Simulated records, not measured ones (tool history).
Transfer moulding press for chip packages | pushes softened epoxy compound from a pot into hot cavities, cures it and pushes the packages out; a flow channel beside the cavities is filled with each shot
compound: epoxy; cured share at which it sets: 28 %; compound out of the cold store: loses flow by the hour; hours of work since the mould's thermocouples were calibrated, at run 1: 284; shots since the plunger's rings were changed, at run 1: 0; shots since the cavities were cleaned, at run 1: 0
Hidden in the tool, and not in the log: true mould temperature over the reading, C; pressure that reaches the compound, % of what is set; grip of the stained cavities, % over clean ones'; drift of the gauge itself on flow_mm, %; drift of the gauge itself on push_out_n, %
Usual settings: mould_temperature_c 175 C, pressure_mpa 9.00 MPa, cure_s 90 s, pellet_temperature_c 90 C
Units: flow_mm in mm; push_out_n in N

| run | hour | mould_temperature_c | pressure_mpa | cure_s | pellet_temperature_c | hours of work since the mould's thermocouples were calibrated | shots since the plunger's rings were changed | shots since the cavities were cleaned | incoming compound's hours out of the cold store | flow_mm | push_out_n |
|---|---|---|---|---|---|---|---|---|---|---|---|
| 1 | 0.0 | 175 | 9.00 | 90 | 90 | 284 | 0 | 0 | 36.9 | 850 | 284 |
| 2 | 16.7 | 175 | 9.00 | 90 | 90 | 291 | 146 | 146 | 43.5 | 809 | 383 |
| 3 | 35.0 | 175 | 9.00 | 90 | 90 | 300 | 306 | 306 | 25.1 | 910 | 502 |
| 4 | 46.2 | 175 | 9.00 | 90 | 90 | 305 | 404 | 404 | 23.6 | 911 | 526 |
| 5 | 65.2 | 175 | 9.00 | 90 | 90 | 314 | 570 | 570 | 44.2 | 799 | 555 |
| 6 | 84.4 | 175 | 9.00 | 90 | 90 | 322 | 737 | 737 | 32.2 | 866 | 576 |
| 7 | 101.0 | 175 | 9.00 | 90 | 90 | 330 | 882 | 882 | 29.4 | 879 | 616 |
|  | 109.0 | cavities cleaned with cleaning compound and waxed |
| 8 | 115.4 | 175 | 9.00 | 90 | 90 | 336 | 995 | 56 | 20.6 | 927 | 357 |
| 9 | 132.2 | 175 | 9.00 | 90 | 90 | 344 | 1142 | 203 | 18.0 | 941 | 441 |
| 10 | 141.6 | 175 | 9.00 | 90 | 90 | 348 | 1223 | 284 | 33.1 | 848 | 455 |
| 11 | 156.6 | 175 | 9.00 | 100 | 90 | 355 | 1355 | 416 | 26.5 | 877 | 491 |
| 12 | 167.6 | 175 | 9.00 | 90 | 90 | 360 | 1451 | 512 | 14.9 | 954 | 543 |
| 13 | 189.1 | 175 | 9.00 | 90 | 90 | 369 | 1638 | 699 | 28.1 | 868 | 583 |
| 14 | 201.7 | 175 | 9.00 | 90 | 88 | 375 | 1749 | 810 | 23.7 | 892 | 569 |
|  | 217.9 | cavities cleaned with cleaning compound and waxed |
| 15 | 222.3 | 176 | 10.23 | 72 | 96 | 384 | 1916 | 39 | 22.4 | 955 | 413 |
| 16 | 239.0 | 176 | 10.23 | 99 | 96 | 392 | 2061 | 184 | 11.9 | 1008 | 402 |
| 17 | 255.0 | 176 | 10.23 | 99 | 96 | 399 | 2201 | 324 | 44.9 | 818 | 451 |
| 18 | 274.4 | 168 | 10.90 | 114 | 90 | 408 | 2371 | 494 | 11.1 | 1083 | 538 |
| 19 | 286.6 | 179 | 10.90 | 114 | 82 | 413 | 2477 | 600 | 11.1 | 1039 | 499 |
| 20 | 301.4 | 179 | 10.90 | 114 | 82 | 420 | 2606 | 729 | 13.9 | 1021 | 541 |
| 21 | 312.5 | 179 | 10.90 | 114 | 82 | 425 | 2703 | 826 | 43.8 | 835 | 550 |
| 22 | 324.3 | 181 | 10.44 | 90 | 90 | 430 | 2806 | 929 | 22.8 | 928 | 553 |
|  | 327.2 | cavities cleaned with cleaning compound and waxed |
| 23 | 335.5 | 175 | 9.34 | 103 | 90 | 435 | 2891 | 73 | 25.2 | 875 | 320 |
| 24 | 351.1 | 175 | 9.34 | 103 | 90 | 442 | 3027 | 209 | 14.7 | 945 | 389 |
|  | 363.0 | plunger's sealing rings changed |
| 25 | 364.0 | 175 | 9.34 | 103 | 90 | 447 | 8 | 300 | 11.7 | 1024 | 435 |
| 26 | 378.7 | 175 | 9.34 | 113 | 86 | 453 | 136 | 428 | 34.1 | 875 | 477 |
| 27 | 387.8 | 171 | 9.29 | 85 | 90 | 458 | 216 | 508 | 10.8 | 1034 | 746 |
| 28 | 398.7 | 171 | 9.29 | 85 | 90 | 463 | 311 | 603 | 25.6 | 938 | 725 |

Hidden state at the last listed run before each entry between runs and at the first one after, where it differs:
Between runs 7 and 8: cavities cleaned with cleaning compound and waxed (hour 109.0)
  true mould temperature over the reading, C: 0.39 -> 0.4; pressure that reaches the compound, % of what is set: 96.65 -> 96.26; grip of the stained cavities, % over clean ones': 109.4 -> 16.1
  measured less the result without the state, flow_mm: -17 -> -19 mm; push_out_n: +314 -> +45 N
Between runs 14 and 15: cavities cleaned with cleaning compound and waxed (hour 217.9)
  true mould temperature over the reading, C: 0.47 -> 0.48; pressure that reaches the compound, % of what is set: 93.56 -> 92.89; grip of the stained cavities, % over clean ones': 107.5 -> 12.8
  measured less the result without the state, flow_mm: -32 -> -38 mm; push_out_n: +290 -> +36 N
Between runs 22 and 23: cavities cleaned with cleaning compound and waxed (hour 327.2)
  true mould temperature over the reading, C: 0.56 -> 0.57; pressure that reaches the compound, % of what is set: 89.82 -> 89.51; grip of the stained cavities, % over clean ones': 111.2 -> 21.1
  measured less the result without the state, flow_mm: -53 -> -52 mm; push_out_n: +295 -> +55 N
Between runs 24 and 25: plunger's sealing rings changed (hour 363.0)
  true mould temperature over the reading, C: 0.58 -> 0.59; pressure that reaches the compound, % of what is set: 89.03 -> 99.73; grip of the stained cavities, % over clean ones': 47.6 -> 62.3
  measured less the result without the state, flow_mm: -59 -> -3 mm; push_out_n: +124 -> +165 N
